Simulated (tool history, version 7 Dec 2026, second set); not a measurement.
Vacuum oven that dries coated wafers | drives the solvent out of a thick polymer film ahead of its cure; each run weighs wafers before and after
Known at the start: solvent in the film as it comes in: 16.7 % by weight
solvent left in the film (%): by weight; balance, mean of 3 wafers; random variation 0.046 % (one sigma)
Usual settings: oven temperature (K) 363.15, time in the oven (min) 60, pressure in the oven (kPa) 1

run	day	oven temperature (K)	time in the oven (min)	pressure in the oven (kPa)	solvent left in the film (%)
1	0	363.15	60	1	1.34
2	0.775	363.15	60	1	1.29
3	1.733	370.15	60	1	0.65
4	2.479	363.15	60	1	1.25
5	3.175	363.15	60	1	1.22
6	3.904	363.15	60	1	1.38
7	4.621	363.15	60	1	1.28
8	5.529	363.15	60	1	1.18
9	6.242	363.15	60	1	1.31
# day 6.396: vacuum gauge cleaned of residue and calibrated
10	6.833	370.15	61	1.17	0.72
11	7.692	370.15	61	1.17	0.72
12	8.15	375.15	98	1	0.54
13	8.783	363.15	63	1	1.21
14	9.279	363.15	48	1.37	1.99
15	9.733	363.15	48	1.37	2.01
16	10.567	365.15	80	1.34	1.03

Forecast each of these 4 alternatives for the next run:
A	11.529	373.15	74	1	?
B	11.529	365.15	33	1.45	?
C	11.529	363.15	60	0.65	?
D	11.529	354.15	87	3.61	?

run	solvent left in the film (%)
A	0.55
B	2.76
C	0.99
D	4.5
Without the tool's hidden state the same runs would have given:
run	solvent left in the film (%)
A	0.55
B	3.11
C	1.16
D	4.87

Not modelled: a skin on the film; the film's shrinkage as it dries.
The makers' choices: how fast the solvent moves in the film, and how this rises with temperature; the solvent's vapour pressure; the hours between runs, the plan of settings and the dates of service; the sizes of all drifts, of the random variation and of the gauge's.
